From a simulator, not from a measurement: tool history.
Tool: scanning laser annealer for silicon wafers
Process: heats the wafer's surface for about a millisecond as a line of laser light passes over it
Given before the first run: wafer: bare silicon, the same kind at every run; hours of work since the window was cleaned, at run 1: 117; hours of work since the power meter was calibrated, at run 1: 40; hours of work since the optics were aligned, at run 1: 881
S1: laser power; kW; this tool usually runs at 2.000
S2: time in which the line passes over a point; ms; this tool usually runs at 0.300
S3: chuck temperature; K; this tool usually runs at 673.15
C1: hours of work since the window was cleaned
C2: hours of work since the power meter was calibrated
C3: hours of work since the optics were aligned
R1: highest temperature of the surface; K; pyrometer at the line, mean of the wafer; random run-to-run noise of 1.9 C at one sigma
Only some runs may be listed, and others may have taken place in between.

run     day     S1     S2      S3   C1   C2    C3       R1
  1   0.000  2.000  0.300  673.15  117   40   881  1467.15
  2   0.896  2.000  0.300  673.15  130   54   894  1467.15
  3   2.500  2.000  0.300  648.15  153   77   917  1442.15
  4   3.567  1.814  0.300  673.15  169   93   933  1382.15
  5   5.117  1.814  0.300  673.15  192  115   956  1380.15
  6   6.100  2.000  0.300  691.15  206  130   970  1479.15
  7   7.471  2.069  0.300  673.15  226  150   990  1492.15
  8   9.121  2.069  0.300  673.15  250  174  1014  1489.15
  9  10.596  2.069  0.300  673.15  272  195  1036  1486.15
 10  12.038  2.069  0.300  673.15  293  217  1057  1484.15
     12.729  -- window over the wafer cleaned
 11  13.125  2.000  0.300  683.15    6  231  1072  1488.15
 12  13.967  2.000  0.300  673.15   18  244  1084  1476.15
 13  15.758  2.000  0.300  673.15   44  270  1110  1473.15
 14  16.696  2.000  0.300  673.15   58  283  1124  1471.15
     17.825  -- optics aligned, line set to its width
 15  18.800  2.000  0.300  673.15   86  311    14  1463.15
 16  19.592  2.000  0.300  673.15   97  323    26  1463.15
 17  21.388  2.000  0.300  673.15  124  349    52  1461.15
 18  22.800  2.000  0.300  701.15  144  370    73  1486.15
 19  23.962  2.000  0.300  701.15  161  387    90  1482.15
 20  25.100  2.000  0.300  701.15  178  403   106  1485.15
 21  26.058  2.000  0.300  688.15  192  417   120  1471.15
     26.921  -- optics aligned, line set to its width, once more
 22  27.896  2.000  0.310  703.15  216  441    14  1510.15
 23  29.446  2.000  0.310  703.15  238  464    37  1509.15
 24  30.942  1.730  0.310  703.15  260  486    59  1387.15
 25  32.492  1.887  0.310  710.15  283  508    81  1460.15
     33.908  -- window over the wafer cleaned
 26  34.000  1.821  0.300  677.15    1  529   102  1402.15
 27  35.758  2.000  0.236  688.15   27  555   128  1411.15
 28  36.612  1.756  0.373  704.15   40  567   141  1477.15
 29  37.846  1.722  0.300  673.15   58  585   159  1353.15
 30  39.425  1.722  0.227  691.15   81  609   182  1284.15
 31  41.338  1.733  0.213  645.15  109  637   210  1225.15
 32  42.900  1.733  0.213  645.15  132  659   233  1221.15
 33  44.825  1.733  0.213  645.15  160  688   261  1219.15
 34  45.729  1.733  0.213  645.15  173  701   274  1218.15
 35  47.546  1.733  0.213  645.15  200  727   301  1216.15
 36  49.092  1.706  0.225  673.15  222  750   323  1252.15
 37  50.133  1.868  0.225  666.15  237  765   338  1300.15
 38  51.554  1.868  0.225  666.15  258  786   359  1303.15
 39  53.454  1.814  0.269  682.15  286  814   387  1345.15

Across each entry between runs, compare the hidden state at the last listed run before it with the hidden state at the first listed run after it:
Runs 10 to 11: window over the wafer cleaned (day 12.729)
  light that passes the window, % of a clean one's: 97.43 -> 99.94; width of the line over the set one, %: 1.69 -> 1.72
  measured value less the no-hidden-state value, R1: -36.00 -> -11.00 K
Runs 14 to 15: optics aligned, line set to its width (day 17.825)
  light that passes the window, % of a clean one's: 99.49 -> 99.27; laser's true power over the reading, %: -0.14 -> -0.15; width of the line over the set one, %: 1.8 -> 3.11
  measured value less the no-hidden-state value, R1: -16.00 -> -24.00 K
Runs 21 to 22: optics aligned, line set to its width, once more (day 26.921)
  light that passes the window, % of a clean one's: 98.4 -> 98.2; width of the line over the set one, %: 3.26 -> 0.14
  measured value less the no-hidden-state value, R1: -33.00 -> -19.00 K
Runs 25 to 26: window over the wafer cleaned (day 33.908)
  light that passes the window, % of a clean one's: 97.64 -> 99.93; width of the line over the set one, %: 0.24 -> 0.27
  measured value less the no-hidden-state value, R1: -24.00 -> -4.00 K
